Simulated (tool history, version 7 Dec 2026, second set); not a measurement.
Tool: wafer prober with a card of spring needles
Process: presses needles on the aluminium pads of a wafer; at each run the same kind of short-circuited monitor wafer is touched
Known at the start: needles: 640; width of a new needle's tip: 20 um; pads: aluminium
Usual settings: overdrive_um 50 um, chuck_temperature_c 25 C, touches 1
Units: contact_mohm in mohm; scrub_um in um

{"run": 1, "hour": 0.0, "overdrive_um": 50, "chuck_temperature_c": 25, "touches": 1, "contact_mohm": 183, "scrub_um": 9.44}
{"hour": 3.5, "done": "tips cleaned on abrasive film"}
{"hour": 8.4, "done": "tips cleaned on abrasive film"}
{"run": 2, "hour": 10.3, "overdrive_um": 50, "chuck_temperature_c": 25, "touches": 1, "contact_mohm": 183, "scrub_um": 9.18}
{"hour": 13.2, "done": "tips cleaned on abrasive film"}
{"hour": 17.7, "done": "tips cleaned on abrasive film"}
{"run": 3, "hour": 19.0, "overdrive_um": 50, "chuck_temperature_c": 73, "touches": 1, "contact_mohm": 192, "scrub_um": 9.42}
{"hour": 22.2, "done": "tips cleaned on abrasive film"}
{"hour": 26.8, "done": "tips cleaned on abrasive film"}
{"hour": 30.8, "done": "tips cleaned on abrasive film"}
{"run": 4, "hour": 31.0, "overdrive_um": 50, "chuck_temperature_c": 73, "touches": 1, "contact_mohm": 194, "scrub_um": 9.34}
{"hour": 35.6, "done": "tips cleaned on abrasive film"}
{"hour": 39.9, "done": "tips cleaned on abrasive film"}
{"run": 5, "hour": 40.6, "overdrive_um": 50, "chuck_temperature_c": 84, "touches": 1, "contact_mohm": 198, "scrub_um": 9.28}
{"hour": 44.0, "done": "tips cleaned on abrasive film"}
{"hour": 45.2, "done": "height of the first contact set anew"}
{"hour": 48.4, "done": "tips cleaned on abrasive film"}
{"hour": 53.1, "done": "tips cleaned on abrasive film"}
{"run": 6, "hour": 53.4, "overdrive_um": 50, "chuck_temperature_c": 25, "touches": 1, "contact_mohm": 184, "scrub_um": 9.34}
{"hour": 58.0, "done": "tips cleaned on abrasive film"}
{"hour": 62.7, "done": "tips cleaned on abrasive film"}
{"run": 7, "hour": 62.7, "overdrive_um": 50, "chuck_temperature_c": 55, "touches": 1, "contact_mohm": 192, "scrub_um": 9.32}
{"hour": 67.7, "done": "tips cleaned on abrasive film"}
{"hour": 72.4, "done": "tips cleaned on abrasive film"}
{"run": 8, "hour": 75.8, "overdrive_um": 50, "chuck_temperature_c": 55, "touches": 1, "contact_mohm": 191, "scrub_um": 9.32}
{"hour": 76.9, "done": "tips cleaned on abrasive film"}
{"hour": 81.4, "done": "tips cleaned on abrasive film"}
{"hour": 85.5, "done": "tips cleaned on abrasive film"}
{"run": 9, "hour": 88.0, "overdrive_um": 50, "chuck_temperature_c": 25, "touches": 1, "contact_mohm": 188, "scrub_um": 9.21}
{"hour": 90.0, "done": "tips cleaned on abrasive film"}
{"hour": 94.6, "done": "tips cleaned on abrasive film"}
{"hour": 99.4, "done": "tips cleaned on abrasive film"}
{"run": 10, "hour": 102.5, "overdrive_um": 50, "chuck_temperature_c": 25, "touches": 1, "contact_mohm": 185, "scrub_um": 9.3}
{"hour": 104.1, "done": "tips cleaned on abrasive film"}
{"hour": 108.7, "done": "tips cleaned on abrasive film"}
{"hour": 113.6, "done": "tips cleaned on abrasive film"}
{"run": 11, "hour": 115.3, "overdrive_um": 34, "chuck_temperature_c": 25, "touches": 1, "contact_mohm": 197, "scrub_um": 6.35}
{"hour": 118.1, "done": "tips cleaned on abrasive film"}
{"hour": 123.0, "done": "tips cleaned on abrasive film"}
{"run": 12, "hour": 123.0, "overdrive_um": 50, "chuck_temperature_c": 61, "touches": 1, "contact_mohm": 190, "scrub_um": 9.23}
{"hour": 127.6, "done": "tips cleaned on abrasive film"}
{"run": 13, "hour": 129.0, "overdrive_um": 50, "chuck_temperature_c": 25, "touches": 1, "contact_mohm": 182, "scrub_um": 9.3}
{"hour": 131.8, "done": "tips cleaned on abrasive film"}
{"hour": 136.1, "done": "tips cleaned on abrasive film"}
{"hour": 140.7, "done": "tips cleaned on abrasive film"}
{"run": 14, "hour": 143.9, "overdrive_um": 50, "chuck_temperature_c": 25, "touches": 1, "contact_mohm": 186, "scrub_um": 9.33}
{"hour": 144.9, "done": "tips cleaned on abrasive film"}
{"hour": 149.4, "done": "tips cleaned on abrasive film"}
{"hour": 154.1, "done": "tips cleaned on abrasive film"}
{"run": 15, "hour": 157.8, "overdrive_um": 50, "chuck_temperature_c": 25, "touches": 1, "contact_mohm": 183, "scrub_um": 9.41}
{"hour": 158.8, "done": "tips cleaned on abrasive film"}
{"hour": 163.1, "done": "tips cleaned on abrasive film"}
{"run": 16, "hour": 164.4, "overdrive_um": 50, "chuck_temperature_c": 25, "touches": 1, "contact_mohm": 179, "scrub_um": 9.36}
{"hour": 167.5, "done": "tips cleaned on abrasive film"}
{"hour": 172.3, "done": "tips cleaned on abrasive film"}
{"run": 17, "hour": 175.6, "overdrive_um": 30, "chuck_temperature_c": 94, "touches": 1, "contact_mohm": 217, "scrub_um": 5.6}
{"hour": 176.3, "done": "tips cleaned on abrasive film"}
{"hour": 181.1, "done": "tips cleaned on abrasive film"}
{"hour": 186.1, "done": "tips cleaned on abrasive film"}
{"run": 18, "hour": 189.5, "overdrive_um": 31, "chuck_temperature_c": 82, "touches": 2, "contact_mohm": 213, "scrub_um": 5.81}
{"hour": 190.6, "done": "tips cleaned on abrasive film"}
{"hour": 195.0, "done": "tips cleaned on abrasive film"}
{"hour": 199.5, "done": "tips cleaned on abrasive film"}
{"run": 19, "hour": 203.2, "overdrive_um": 66, "chuck_temperature_c": 25, "touches": 1, "contact_mohm": 179, "scrub_um": 12.31}
{"hour": 204.1, "done": "tips cleaned on abrasive film"}
{"hour": 208.7, "done": "tips cleaned on abrasive film"}
{"hour": 213.1, "done": "tips cleaned on abrasive film"}
{"hour": 217.3, "done": "tips cleaned on abrasive film"}
{"run": 20, "hour": 217.3, "overdrive_um": 57, "chuck_temperature_c": 74, "touches": 1, "contact_mohm": 193, "scrub_um": 10.51}
{"hour": 222.0, "done": "tips cleaned on abrasive film"}
{"hour": 226.5, "done": "tips cleaned on abrasive film"}
{"run": 21, "hour": 227.3, "overdrive_um": 57, "chuck_temperature_c": 74, "touches": 1, "contact_mohm": 190, "scrub_um": 10.62}
{"hour": 230.9, "done": "tips cleaned on abrasive film"}
{"run": 22, "hour": 234.0, "overdrive_um": 57, "chuck_temperature_c": 74, "touches": 1, "contact_mohm": 191, "scrub_um": 10.67}
{"hour": 235.1, "done": "tips cleaned on abrasive film"}
{"hour": 239.6, "done": "tips cleaned on abrasive film"}
{"hour": 243.9, "done": "tips cleaned on abrasive film"}
{"run": 23, "hour": 244.4, "overdrive_um": 38, "chuck_temperature_c": 67, "touches": 1, "contact_mohm": 203, "scrub_um": 7.02}
{"hour": 248.3, "done": "tips cleaned on abrasive film"}
{"hour": 253.0, "done": "tips cleaned on abrasive film"}
{"run": 24, "hour": 254.3, "overdrive_um": 50, "chuck_temperature_c": 25, "touches": 1, "contact_mohm": 186, "scrub_um": 9.26}
{"hour": 257.7, "done": "tips cleaned on abrasive film"}
{"hour": 262.3, "done": "tips cleaned on abrasive film"}
{"run": 25, "hour": 264.9, "overdrive_um": 50, "chuck_temperature_c": 30, "touches": 1, "contact_mohm": 183, "scrub_um": 9.32}
{"hour": 266.4, "done": "tips cleaned on abrasive film"}
{"hour": 270.8, "done": "tips cleaned on abrasive film"}
{"run": 26, "hour": 273.0, "overdrive_um": 70, "chuck_temperature_c": 111, "touches": 1, "contact_mohm": 198, "scrub_um": 12.91}
{"hour": 275.7, "done": "tips cleaned on abrasive film"}
{"hour": 280.3, "done": "tips cleaned on abrasive film"}
{"run": 27, "hour": 281.1, "overdrive_um": 70, "chuck_temperature_c": 111, "touches": 1, "contact_mohm": 196, "scrub_um": 12.9}
{"hour": 285.0, "done": "tips cleaned on abrasive film"}
{"hour": 289.9, "done": "tips cleaned on abrasive film"}
{"hour": 294.3, "done": "tips cleaned on abrasive film"}
{"run": 28, "hour": 295.1, "overdrive_um": 70, "chuck_temperature_c": 111, "touches": 1, "contact_mohm": 197, "scrub_um": 12.98}
{"hour": 298.6, "done": "tips cleaned on abrasive film"}
{"hour": 303.3, "done": "tips cleaned on abrasive film"}
{"hour": 308.2, "done": "tips cleaned on abrasive film"}
{"run": 29, "hour": 309.7, "overdrive_um": 56, "chuck_temperature_c": 78, "touches": 1, "contact_mohm": 192, "scrub_um": 10.43}

3 ways to go on from here, each from the tool as it stands after run 29. What would each give?
{"hour": 312.3, "done": "tips cleaned on abrasive film"}
{"run": "A", "hour": 315.7, "overdrive_um": 41, "chuck_temperature_c": 92, "touches": 2, "contact_mohm": "?", "scrub_um": "?"}
{"hour": 312.3, "done": "tips cleaned on abrasive film"}
{"run": "B", "hour": 315.7, "overdrive_um": 48, "chuck_temperature_c": 47, "touches": 1, "contact_mohm": "?", "scrub_um": "?"}
{"hour": 312.3, "done": "tips cleaned on abrasive film"}
{"run": "C", "hour": 315.7, "overdrive_um": 34, "chuck_temperature_c": 25, "touches": 2, "contact_mohm": "?", "scrub_um": "?"}

run=A contact_mohm=205 scrub_um=7.69
run=B contact_mohm=188 scrub_um=8.89
run=C contact_mohm=192 scrub_um=6.33
Without the tool's hidden state the same runs would have given:
run=A contact_mohm=205 scrub_um=7.69
run=B contact_mohm=188 scrub_um=8.89
run=C contact_mohm=191 scrub_um=6.33
